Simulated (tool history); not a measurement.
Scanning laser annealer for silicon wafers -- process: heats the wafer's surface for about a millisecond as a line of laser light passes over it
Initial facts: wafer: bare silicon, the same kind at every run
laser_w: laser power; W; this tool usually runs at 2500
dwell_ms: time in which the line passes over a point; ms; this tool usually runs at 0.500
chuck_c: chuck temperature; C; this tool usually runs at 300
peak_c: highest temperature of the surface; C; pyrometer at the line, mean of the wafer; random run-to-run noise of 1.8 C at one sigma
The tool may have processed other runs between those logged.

| run | hour | laser_w | dwell_ms | chuck_c | peak_c |
|---|---|---|---|---|---|
| 1 | 0.0 | 2500 | 0.500 | 300 | 1031 |
| 2 | 23.8 | 2500 | 0.500 | 300 | 1028 |
| 3 | 75.9 | 2500 | 0.500 | 300 | 1026 |
| 4 | 97.8 | 2500 | 0.548 | 300 | 1063 |
| 5 | 126.3 | 2500 | 0.548 | 302 | 1063 |
| 6 | 170.9 | 2500 | 0.500 | 300 | 1020 |
|  | 177.3 | window over the wafer cleaned |
| 7 | 218.3 | 2500 | 0.500 | 300 | 1001 |
| 8 | 271.2 | 2500 | 0.500 | 300 | 999 |
|  | 291.4 | window over the wafer cleaned, once more |
| 9 | 312.0 | 2500 | 0.500 | 300 | 1051 |

For run 10, what comes out?
| 10 | 335.7 | 2609 | 0.493 | 268 | ? |

peak_c: 1053 C
With no hidden state in the tool, this same run would have given peak_c 1062 C.
